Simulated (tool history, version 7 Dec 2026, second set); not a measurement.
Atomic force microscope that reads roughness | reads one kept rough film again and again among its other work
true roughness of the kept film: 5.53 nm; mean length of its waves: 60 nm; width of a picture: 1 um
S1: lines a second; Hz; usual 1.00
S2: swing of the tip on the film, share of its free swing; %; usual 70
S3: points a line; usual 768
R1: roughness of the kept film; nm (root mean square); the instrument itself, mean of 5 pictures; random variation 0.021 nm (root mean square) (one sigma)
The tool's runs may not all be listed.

{"run": 1, "hour": 0.0, "S1": 1.0, "S2": 70, "S3": 768, "R1": 5.271}
{"run": 2, "hour": 12.1, "S1": 1.0, "S2": 70, "S3": 768, "R1": 5.293}
{"run": 3, "hour": 27.6, "S1": 1.0, "S2": 70, "S3": 768, "R1": 5.288}
{"run": 4, "hour": 40.0, "S1": 1.0, "S2": 70, "S3": 360, "R1": 5.295}
{"run": 5, "hour": 62.2, "S1": 1.59, "S2": 70, "S3": 768, "R1": 5.218}
{"run": 6, "hour": 75.9, "S1": 1.59, "S2": 70, "S3": 768, "R1": 5.205}
{"run": 7, "hour": 93.7, "S1": 1.59, "S2": 70, "S3": 768, "R1": 5.223}
{"run": 8, "hour": 105.8, "S1": 1.0, "S2": 70, "S3": 403, "R1": 5.271}
{"run": 9, "hour": 127.4, "S1": 1.0, "S2": 70, "S3": 768, "R1": 5.254}
{"run": 10, "hour": 146.8, "S1": 0.55, "S2": 70, "S3": 768, "R1": 5.305}
{"run": 11, "hour": 157.0, "S1": 0.55, "S2": 70, "S3": 815, "R1": 5.296}
{"run": 12, "hour": 167.6, "S1": 0.55, "S2": 70, "S3": 815, "R1": 5.309}
{"run": 13, "hour": 176.8, "S1": 0.55, "S2": 70, "S3": 815, "R1": 5.339}
{"run": 14, "hour": 192.6, "S1": 0.55, "S2": 70, "S3": 815, "R1": 5.328}
{"run": 15, "hour": 208.4, "S1": 1.0, "S2": 70, "S3": 531, "R1": 5.292}
{"run": 16, "hour": 228.5, "S1": 1.0, "S2": 70, "S3": 531, "R1": 5.235}
{"run": 17, "hour": 244.7, "S1": 1.0, "S2": 70, "S3": 531, "R1": 5.254}
{"run": 18, "hour": 259.0, "S1": 1.0, "S2": 70, "S3": 941, "R1": 5.257}
{"run": 19, "hour": 277.3, "S1": 0.64, "S2": 70, "S3": 768, "R1": 5.336}
{"run": 20, "hour": 288.7, "S1": 0.64, "S2": 70, "S3": 768, "R1": 5.302}
{"run": 21, "hour": 299.6, "S1": 0.64, "S2": 70, "S3": 768, "R1": 5.299}
{"run": 22, "hour": 319.6, "S1": 0.64, "S2": 70, "S3": 768, "R1": 5.29}
{"run": 23, "hour": 334.9, "S1": 0.64, "S2": 70, "S3": 768, "R1": 5.283}
{"run": 24, "hour": 353.7, "S1": 0.64, "S2": 70, "S3": 768, "R1": 5.292}
{"run": 25, "hour": 375.0, "S1": 0.57, "S2": 70, "S3": 768, "R1": 5.324}
{"run": 26, "hour": 386.7, "S1": 0.72, "S2": 69, "S3": 742, "R1": 5.323}
{"run": 27, "hour": 400.7, "S1": 0.89, "S2": 55, "S3": 880, "R1": 5.345}
{"run": 28, "hour": 418.8, "S1": 1.0, "S2": 83, "S3": 768, "R1": 5.206}
{"run": 29, "hour": 431.3, "S1": 0.72, "S2": 81, "S3": 567, "R1": 5.269}
{"run": 30, "hour": 451.4, "S1": 1.0, "S2": 70, "S3": 416, "R1": 5.265}
{"run": 31, "hour": 467.3, "S1": 1.0, "S2": 70, "S3": 416, "R1": 5.273}
{"run": 32, "hour": 481.3, "S1": 1.0, "S2": 70, "S3": 416, "R1": 5.277}
{"run": 33, "hour": 498.9, "S1": 2.62, "S2": 88, "S3": 927, "R1": 4.869}
{"run": 34, "hour": 521.0, "S1": 1.3, "S2": 70, "S3": 372, "R1": 5.237}
{"run": 35, "hour": 535.1, "S1": 0.51, "S2": 75, "S3": 768, "R1": 5.334}
{"run": 36, "hour": 557.1, "S1": 0.54, "S2": 55, "S3": 768, "R1": 5.287}
{"run": 37, "hour": 572.4, "S1": 2.61, "S2": 76, "S3": 436, "R1": 5.036}
{"run": 38, "hour": 585.9, "S1": 2.61, "S2": 76, "S3": 436, "R1": 5.071}
{"run": 39, "hour": 597.2, "S1": 1.0, "S2": 78, "S3": 768, "R1": 5.261}
{"run": 40, "hour": 612.7, "S1": 0.96, "S2": 57, "S3": 480, "R1": 5.314}
{"run": 41, "hour": 623.9, "S1": 3.69, "S2": 57, "S3": 566, "R1": 5.253}
{"run": 42, "hour": 634.9, "S1": 1.0, "S2": 70, "S3": 535, "R1": 5.252}
{"run": 43, "hour": 643.9, "S1": 1.09, "S2": 70, "S3": 363, "R1": 5.265}
{"run": 44, "hour": 658.2, "S1": 0.59, "S2": 70, "S3": 363, "R1": 5.313}
{"run": 45, "hour": 676.0, "S1": 0.59, "S2": 74, "S3": 750, "R1": 5.315}
{"run": 46, "hour": 687.3, "S1": 0.59, "S2": 74, "S3": 750, "R1": 5.319}
{"run": 47, "hour": 696.7, "S1": 0.85, "S2": 78, "S3": 631, "R1": 5.275}

Taken out of this log: 4 entries between the listed runs. Where each belongs, and how the hidden state differs across it:
Between runs 3 and 4: new tip fitted (hour 36.7)
  radius of the tip, nm: 5.2 -> 5
Between runs 16 and 17: new tip fitted (hour 230.5)
  radius of the tip, nm: 5.2 -> 5; height scale over the true one, %: 0 -> -0.01
Between runs 28 and 29: new tip fitted (hour 425.0)
  radius of the tip, nm: 5.2 -> 5
Between runs 40 and 41: new tip fitted (hour 618.7)
  radius of the tip, nm: 5.2 -> 5
